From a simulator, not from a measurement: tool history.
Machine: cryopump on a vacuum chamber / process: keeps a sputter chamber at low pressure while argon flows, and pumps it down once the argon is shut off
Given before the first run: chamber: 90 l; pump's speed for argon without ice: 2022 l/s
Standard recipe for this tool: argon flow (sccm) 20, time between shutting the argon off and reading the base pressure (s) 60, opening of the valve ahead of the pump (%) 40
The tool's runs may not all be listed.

run	hour	argon flow (sccm)	time between shutting the argon off and reading the base pressure (s)	opening of the valve ahead of the pump (%)	pressure while argon flows (Pa)	pressure after the wait (uPa)
1	0	20	60	40	0.0486	2.09
2	20.5	20	60	40	0.0489	2.1
3	50.3	20	147	40	0.0477	1.64
4	70.8	20	147	40	0.0487	1.67
5	85.7	20	60	40	0.0482	2.14
6	111.7	20	60	40	0.0486	2.18
7	124.1	20	60	40	0.0492	2.23
8	139.8	20	60	22	0.0834	2.24
9	155.6	20	60	22	0.0832	2.24
10	173.2	20	60	22	0.083	2.2
11	198.6	20	60	17	0.1065	2.33
12	223.3	19	60	17	0.1017	2.37
13	249.8	19	60	28	0.0636	2.4
14	272.7	19	60	28	0.0646	2.38
15	293.6	19	60	28	0.0648	2.44
16	315.4	19	60	28	0.065	2.41
17	334.5	19	60	28	0.0651	2.51
18	347.6	19	60	28	0.0649	2.45
19	365.2	19	60	28	0.0648	2.47
20	392.5	35	60	42	0.0858	2.51
21	418.6	35	60	42	0.0863	2.59
22	437.2	20	21	40	0.0515	4.02
# hour 460.6: pump warmed up, emptied and cooled again
23	460.6	20	21	40	0.0412	3.36
24	483.2	20	140	40	0.0417	1.47
25	497.7	30	60	40	0.0632	1.88
26	524.4	20	60	46	0.0374	2.02
27	552.7	28	60	32	0.0737	2.02
28	576.1	34	22	35	0.0822	3.39
29	595.4	34	22	35	0.0815	3.46
30	622	34	22	35	0.0825	3.48
31	639	34	27	35	0.0824	3.14
32	654.3	34	27	35	0.0836	3.13
33	675.5	34	27	35	0.0836	3.1
34	704	34	268	35	0.0839	1.52
35	723.2	34	268	35	0.0839	1.55

Pick out some run-to-run changes in pressure while argon flows (Pa). Of each, how much would a tool without hidden state show as well, from the settings, what came in and chance, and how much is left for the hidden state and any gauge scatter not in both results compared?
Hidden conditions of the tool in this case: pump's speed, % of a pump's without ice; cold plate's temperature, K; leak into the chamber, uPa l/s; drift of the gauge itself on working_pa, %; drift of the gauge itself on base_upa, %.
Run 12 -> 13: opening of the valve ahead of the pump (%) 17 -> 28. pressure while argon flows (Pa) -0.0381: hidden state +0.0001, all else -0.0382.
Run 19 -> 20: argon flow (sccm) 19 -> 35, opening of the valve ahead of the pump (%) 28 -> 42. pressure while argon flows (Pa) +0.021: hidden state +0.0077, all else +0.0133.
Run 21 -> 22: argon flow (sccm) 35 -> 20, time between shutting the argon off and reading the base pressure (s) 60 -> 21, opening of the valve ahead of the pump (%) 42 -> 40. pressure while argon flows (Pa) -0.0348: hidden state -0.0069, all else -0.0279.
Run 22 -> 23: pump warmed up, emptied and cooled again. pressure while argon flows (Pa) -0.0103: hidden state -0.0094, all else -0.0009.
Run 26 -> 27: argon flow (sccm) 20 -> 28, opening of the valve ahead of the pump (%) 46 -> 32. pressure while argon flows (Pa) +0.0363: hidden state +0.0005, all else +0.0358.
